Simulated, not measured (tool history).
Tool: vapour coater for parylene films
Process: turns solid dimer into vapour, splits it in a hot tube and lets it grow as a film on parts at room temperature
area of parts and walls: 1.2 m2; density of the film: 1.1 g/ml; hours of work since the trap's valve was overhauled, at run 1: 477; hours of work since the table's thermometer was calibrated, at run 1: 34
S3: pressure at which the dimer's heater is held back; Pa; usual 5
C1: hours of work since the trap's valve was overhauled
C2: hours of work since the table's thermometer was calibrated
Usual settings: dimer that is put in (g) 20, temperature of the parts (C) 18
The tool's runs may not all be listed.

run 1 hour=0 | dimer_that_is_put_in_(g)=20 temperature_of_the_parts_(C)=18 S3=5 | C1=477 C2=34 | thickness_of_the_film_(um)=9.32
run 2 hour=8 | dimer_that_is_put_in_(g)=20 temperature_of_the_parts_(C)=18 S3=5 | C1=483 C2=40 | thickness_of_the_film_(um)=9.4
run 3 hour=14.9 | dimer_that_is_put_in_(g)=20 temperature_of_the_parts_(C)=18 S3=5 | C1=489 C2=46 | thickness_of_the_film_(um)=9.11
run 4 hour=24.4 | dimer_that_is_put_in_(g)=20 temperature_of_the_parts_(C)=18 S3=5 | C1=496 C2=53 | thickness_of_the_film_(um)=9.31
run 5 hour=41.4 | dimer_that_is_put_in_(g)=20 temperature_of_the_parts_(C)=18 S3=7.22 | C1=509 C2=66 | thickness_of_the_film_(um)=9.02
run 6 hour=53.7 | dimer_that_is_put_in_(g)=20 temperature_of_the_parts_(C)=25 S3=5 | C1=519 C2=76 | thickness_of_the_film_(um)=7.67
run 7 hour=69.6 | dimer_that_is_put_in_(g)=20 temperature_of_the_parts_(C)=18 S3=5 | C1=531 C2=88 | thickness_of_the_film_(um)=9.33
run 8 hour=76.5 | dimer_that_is_put_in_(g)=11 temperature_of_the_parts_(C)=18 S3=5 | C1=537 C2=94 | thickness_of_the_film_(um)=5.05
-- hour=83.6 trap's valve overhauled
run 9 hour=95.7 | dimer_that_is_put_in_(g)=11 temperature_of_the_parts_(C)=18 S3=5 | C1=9 C2=105 | thickness_of_the_film_(um)=4.83
-- hour=113.3 trap's valve overhauled, once more
run 10 hour=114.4 | dimer_that_is_put_in_(g)=11 temperature_of_the_parts_(C)=18 S3=5 | C1=1 C2=117 | thickness_of_the_film_(um)=5.51
run 11 hour=124 | dimer_that_is_put_in_(g)=11 temperature_of_the_parts_(C)=18 S3=5 | C1=8 C2=124 | thickness_of_the_film_(um)=5.54
run 12 hour=131.5 | dimer_that_is_put_in_(g)=11 temperature_of_the_parts_(C)=18 S3=5 | C1=14 C2=130 | thickness_of_the_film_(um)=5.52
run 13 hour=143.2 | dimer_that_is_put_in_(g)=11 temperature_of_the_parts_(C)=18 S3=5 | C1=23 C2=139 | thickness_of_the_film_(um)=5.59
run 14 hour=153.5 | dimer_that_is_put_in_(g)=11 temperature_of_the_parts_(C)=18 S3=5 | C1=31 C2=147 | thickness_of_the_film_(um)=5.59
run 15 hour=168.8 | dimer_that_is_put_in_(g)=35 temperature_of_the_parts_(C)=18 S3=5 | C1=43 C2=159 | thickness_of_the_film_(um)=17.91
run 16 hour=176.4 | dimer_that_is_put_in_(g)=35 temperature_of_the_parts_(C)=18 S3=5 | C1=49 C2=165 | thickness_of_the_film_(um)=17.67
run 17 hour=187.8 | dimer_that_is_put_in_(g)=35 temperature_of_the_parts_(C)=18 S3=5 | C1=58 C2=174 | thickness_of_the_film_(um)=17.64
run 18 hour=199.4 | dimer_that_is_put_in_(g)=35 temperature_of_the_parts_(C)=18 S3=5 | C1=67 C2=183 | thickness_of_the_film_(um)=17.48
run 19 hour=211.5 | dimer_that_is_put_in_(g)=20 temperature_of_the_parts_(C)=18 S3=5 | C1=76 C2=192 | thickness_of_the_film_(um)=10.03
run 20 hour=221.2 | dimer_that_is_put_in_(g)=20 temperature_of_the_parts_(C)=18 S3=5 | C1=84 C2=200 | thickness_of_the_film_(um)=9.87
run 21 hour=236.9 | dimer_that_is_put_in_(g)=20 temperature_of_the_parts_(C)=18 S3=3 | C1=96 C2=212 | thickness_of_the_film_(um)=10.45
run 22 hour=247.4 | dimer_that_is_put_in_(g)=15 temperature_of_the_parts_(C)=18 S3=3 | C1=104 C2=220 | thickness_of_the_film_(um)=7.87
run 23 hour=262.2 | dimer_that_is_put_in_(g)=15 temperature_of_the_parts_(C)=18 S3=3 | C1=115 C2=231 | thickness_of_the_film_(um)=7.78
run 24 hour=278.4 | dimer_that_is_put_in_(g)=25 temperature_of_the_parts_(C)=19 S3=2.2 | C1=128 C2=244 | thickness_of_the_film_(um)=13.04
run 25 hour=292.1 | dimer_that_is_put_in_(g)=25 temperature_of_the_parts_(C)=19 S3=2.2 | C1=139 C2=255 | thickness_of_the_film_(um)=13.16
run 26 hour=309.3 | dimer_that_is_put_in_(g)=21 temperature_of_the_parts_(C)=17 S3=7.98 | C1=152 C2=268 | thickness_of_the_film_(um)=10.27
run 27 hour=326 | dimer_that_is_put_in_(g)=21 temperature_of_the_parts_(C)=17 S3=7.98 | C1=165 C2=281 | thickness_of_the_film_(um)=10.34
run 28 hour=333 | dimer_that_is_put_in_(g)=29 temperature_of_the_parts_(C)=22 S3=2.12 | C1=170 C2=286 | thickness_of_the_film_(um)=14.2
run 29 hour=346.2 | dimer_that_is_put_in_(g)=16 temperature_of_the_parts_(C)=16 S3=2.32 | C1=181 C2=297 | thickness_of_the_film_(um)=8.77
run 30 hour=355.6 | dimer_that_is_put_in_(g)=20 temperature_of_the_parts_(C)=18 S3=2.93 | C1=188 C2=304 | thickness_of_the_film_(um)=10.33
run 31 hour=362.6 | dimer_that_is_put_in_(g)=12 temperature_of_the_parts_(C)=16 S3=7.21 | C1=193 C2=309 | thickness_of_the_film_(um)=6.01
run 32 hour=373.8 | dimer_that_is_put_in_(g)=12 temperature_of_the_parts_(C)=22 S3=2.68 | C1=202 C2=318 | thickness_of_the_film_(um)=5.74
run 33 hour=390.6 | dimer_that_is_put_in_(g)=12 temperature_of_the_parts_(C)=12 S3=6.88 | C1=215 C2=331 | thickness_of_the_film_(um)=6.71
run 34 hour=405.7 | dimer_that_is_put_in_(g)=12 temperature_of_the_parts_(C)=12 S3=6.88 | C1=227 C2=343 | thickness_of_the_film_(um)=6.63
run 35 hour=415.6 | dimer_that_is_put_in_(g)=20 temperature_of_the_parts_(C)=14 S3=2.86 | C1=234 C2=350 | thickness_of_the_film_(um)=11.3
run 36 hour=423.3 | dimer_that_is_put_in_(g)=19 temperature_of_the_parts_(C)=18 S3=3.59 | C1=240 C2=356 | thickness_of_the_film_(um)=9.54
run 37 hour=438.7 | dimer_that_is_put_in_(g)=21 temperature_of_the_parts_(C)=24 S3=2.21 | C1=252 C2=368 | thickness_of_the_film_(um)=9.47
run 38 hour=447.6 | dimer_that_is_put_in_(g)=21 temperature_of_the_parts_(C)=24 S3=2.21 | C1=259 C2=375 | thickness_of_the_film_(um)=9.49
run 39 hour=464.4 | dimer_that_is_put_in_(g)=16 temperature_of_the_parts_(C)=21 S3=7.03 | C1=272 C2=388 | thickness_of_the_film_(um)=7.12
run 40 hour=480 | dimer_that_is_put_in_(g)=18 temperature_of_the_parts_(C)=12 S3=7.12 | C1=284 C2=400 | thickness_of_the_film_(um)=9.84
run 41 hour=490.2 | dimer_that_is_put_in_(g)=16 temperature_of_the_parts_(C)=20 S3=7.12 | C1=292 C2=408 | thickness_of_the_film_(um)=7.19

The next listed run, before its measurement:
run 42 hour=506.8 | dimer_that_is_put_in_(g)=18 temperature_of_the_parts_(C)=11 S3=6.12 | C1=305 C2=421 | thickness_of_the_film_(um)=?

Run 42 gave thickness of the film (um) 9.93.
Without the tool's hidden state the same run would have given thickness of the film (um) 10.54.

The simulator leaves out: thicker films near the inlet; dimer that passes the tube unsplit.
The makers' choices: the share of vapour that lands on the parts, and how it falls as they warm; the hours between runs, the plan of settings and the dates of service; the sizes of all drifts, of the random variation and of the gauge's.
